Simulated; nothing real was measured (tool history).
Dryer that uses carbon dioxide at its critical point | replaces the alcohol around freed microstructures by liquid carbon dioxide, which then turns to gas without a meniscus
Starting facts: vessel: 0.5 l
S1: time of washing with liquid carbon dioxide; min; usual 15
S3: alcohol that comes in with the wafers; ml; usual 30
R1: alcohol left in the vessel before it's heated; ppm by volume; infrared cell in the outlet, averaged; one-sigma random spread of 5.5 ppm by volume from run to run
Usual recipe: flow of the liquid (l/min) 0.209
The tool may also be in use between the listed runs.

Run 1, day 0: usual settings. Result: R1 451 ppm by volume.
Run 2, day 0.621: usual settings. Result: R1 470 ppm by volume.
Run 3, day 0.988: usual settings. Result: R1 477 ppm by volume.
Run 4, day 1.5: usual settings. Result: R1 498 ppm by volume.
At day 1.883: inlet filter changed.
Run 5, day 2.171: usual settings. Result: R1 214 ppm by volume.
Run 6, day 2.612: usual settings. Result: R1 226 ppm by volume.
Run 7, day 2.929: usual settings. Result: R1 225 ppm by volume.
Run 8, day 3.542: usual settings. Result: R1 231 ppm by volume.
Run 9, day 3.862: usual settings. Result: R1 244 ppm by volume.
Run 10, day 4.188: usual settings but flow of the liquid (l/min) 0.198. Result: R1 312 ppm by volume.
Run 11, day 4.538: usual settings but flow of the liquid (l/min) 0.198. Result: R1 313 ppm by volume.
Run 12, day 4.846: usual settings but flow of the liquid (l/min) 0.198. Result: R1 316 ppm by volume.
Run 13, day 5.167: usual settings. Result: R1 264 ppm by volume.
Run 14, day 5.45: usual settings. Result: R1 267 ppm by volume.
Run 15, day 5.892: usual settings but flow of the liquid (l/min) 0.294, S3 56 ml. Result: R1 109 ppm by volume.
Run 16, day 6.467: usual settings but S1 9 min, S3 96 ml. Result: R1 6422 ppm by volume.

Predict the results of run 17:
Run 17, day 6.871: usual settings but S1 9 min, S3 96 ml. Result: R1 ?.

For run 17 the tool returned R1 6825 ppm by volume.
Without the tool's hidden state the same run would have given R1 5433 ppm by volume.

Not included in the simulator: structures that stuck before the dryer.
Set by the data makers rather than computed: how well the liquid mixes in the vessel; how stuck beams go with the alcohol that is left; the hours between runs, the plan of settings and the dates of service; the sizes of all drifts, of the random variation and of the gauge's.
